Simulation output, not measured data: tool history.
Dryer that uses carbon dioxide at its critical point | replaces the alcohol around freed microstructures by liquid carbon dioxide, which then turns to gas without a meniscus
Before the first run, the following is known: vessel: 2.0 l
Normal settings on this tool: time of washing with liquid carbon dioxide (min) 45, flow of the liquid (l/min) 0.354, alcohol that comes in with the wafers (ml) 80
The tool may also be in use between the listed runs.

run,hour,time of washing with liquid carbon dioxide (min),flow of the liquid (l/min),alcohol that comes in with the wafers (ml),alcohol left in the vessel before it's heated (ppm by volume)
1,0.0,45,0.354,80,212
2,16.7,45,0.354,76,209
3,39.6,45,0.354,41,188
4,78.3,45,0.354,80,224
5,94.2,45,0.354,80,243
6,112.8,45,0.354,80,244
7,128.6,45,0.354,80,256
8,154.5,45,0.354,80,245
9,178.6,45,0.335,80,303
10,194.8,45,0.335,80,299
11,221.8,45,0.335,80,309
12,242.0,45,0.335,80,315
13,278.3,45,0.335,69,316
14,295.9,32,0.277,24,632
15,322.0,32,0.519,33,215
16,339.0,32,0.519,33,208
17,357.8,32,0.519,33,221
18,395.0,32,0.519,33,217
19,431.7,27,0.558,101,405
20,456.9,45,0.558,101,197
21,473.3,45,0.558,101,195

5 ways to go on from here, each from the tool as it stands after run 21. What would each give?
A,490.0,66,0.228,37,?
B,490.0,33,0.558,101,?
C,490.0,70,0.354,80,?
D,490.0,45,0.563,80,?
E,490.0,27,0.558,101,?

run,alcohol left in the vessel before it's heated (ppm by volume)
A,301
B,254
C,188
D,201
E,425
What these runs would have given with no unlogged condition in the tool:
run,alcohol left in the vessel before it's heated (ppm by volume)
A,45
B,16
C,0
D,4
E,84

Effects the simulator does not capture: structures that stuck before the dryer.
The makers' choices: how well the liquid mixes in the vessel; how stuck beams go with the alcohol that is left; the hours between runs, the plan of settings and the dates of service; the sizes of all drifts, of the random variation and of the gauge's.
